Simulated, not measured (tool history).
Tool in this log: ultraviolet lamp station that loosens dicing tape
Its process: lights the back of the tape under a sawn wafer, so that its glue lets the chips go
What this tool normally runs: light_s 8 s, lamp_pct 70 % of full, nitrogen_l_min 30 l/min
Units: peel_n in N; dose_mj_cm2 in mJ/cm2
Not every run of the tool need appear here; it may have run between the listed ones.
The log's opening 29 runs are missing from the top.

Run 30, hour 239: usual settings but light_s 7 s, lamp_pct 73 % of full, nitrogen_l_min 44 l/min. Result: peel_n 0.626 N, dose_mj_cm2 207 mJ/cm2.
Run 31, hour 244.3: usual settings but light_s 7 s, lamp_pct 73 % of full, nitrogen_l_min 44 l/min. Result: peel_n 0.635 N, dose_mj_cm2 201 mJ/cm2.
Run 32, hour 251.9: usual settings but light_s 6 s, nitrogen_l_min 23 l/min. Result: peel_n 1.047 N, dose_mj_cm2 166 mJ/cm2.
Run 33, hour 260.4: usual settings but light_s 15 s, lamp_pct 61 % of full, nitrogen_l_min 20 l/min. Result: peel_n 0.427 N, dose_mj_cm2 361 mJ/cm2.
Run 34, hour 266.2: usual settings but light_s 15 s, lamp_pct 61 % of full, nitrogen_l_min 20 l/min. Result: peel_n 0.442 N, dose_mj_cm2 356 mJ/cm2.
Run 35, hour 276.9: usual settings but light_s 10 s, lamp_pct 65 % of full. Result: peel_n 0.572 N, dose_mj_cm2 255 mJ/cm2.
Run 36, hour 287.7: usual settings but light_s 10 s, lamp_pct 65 % of full. Result: peel_n 0.547 N, dose_mj_cm2 248 mJ/cm2.
Run 37, hour 296.1: usual settings but light_s 10 s, lamp_pct 65 % of full. Result: peel_n 0.552 N, dose_mj_cm2 252 mJ/cm2.
At hour 298.2: window cleaned of glue's vapour.
Run 38, hour 305.6: usual settings but light_s 4 s, lamp_pct 74 % of full, nitrogen_l_min 27 l/min. Result: peel_n 1.203 N, dose_mj_cm2 134 mJ/cm2.
Run 39, hour 310.4: usual settings but light_s 16 s, lamp_pct 97 % of full, nitrogen_l_min 9 l/min. Result: peel_n 0.316 N, dose_mj_cm2 720 mJ/cm2.
Run 40, hour 316.2: usual settings but lamp_pct 64 % of full, nitrogen_l_min 46 l/min. Result: peel_n 0.48 N, dose_mj_cm2 235 mJ/cm2.
Run 41, hour 321.3: usual settings but light_s 7 s, lamp_pct 64 % of full, nitrogen_l_min 36 l/min. Result: peel_n 0.655 N, dose_mj_cm2 200 mJ/cm2.
Run 42, hour 327.2: usual settings but light_s 7 s, lamp_pct 64 % of full, nitrogen_l_min 36 l/min. Result: peel_n 0.683 N, dose_mj_cm2 202 mJ/cm2.
Run 43, hour 335.1: usual settings but light_s 7 s, lamp_pct 64 % of full, nitrogen_l_min 36 l/min. Result: peel_n 0.665 N, dose_mj_cm2 203 mJ/cm2.
Run 44, hour 344.2: usual settings but light_s 7 s, lamp_pct 64 % of full, nitrogen_l_min 36 l/min. Result: peel_n 0.697 N, dose_mj_cm2 202 mJ/cm2.

4 options for the next run, each taken on its own from the tool as it stands now. Forecast them:
Run A, hour 355.2: usual settings but light_s 10 s, lamp_pct 61 % of full, nitrogen_l_min 45 l/min. Result: peel_n ?, dose_mj_cm2 ?.
Run B, hour 355.2: usual settings but light_s 4 s, lamp_pct 64 % of full, nitrogen_l_min 19 l/min. Result: peel_n ?, dose_mj_cm2 ?.
Run C, hour 355.2: usual settings. Result: peel_n ?, dose_mj_cm2 ?.
Run D, hour 355.2: usual settings but light_s 7 s. Result: peel_n ?, dose_mj_cm2 ?.

run  peel_n  dose_mj_cm2
  A   0.415          274
  B   1.593          113
  C   0.554          257
  D   0.668          222
Take away the tool's hidden state, keep each run's random variation, and the runs would have read:
run  peel_n  dose_mj_cm2
  A   0.327          343
  B   1.324          142
  C   0.416          320
  D   0.497          278
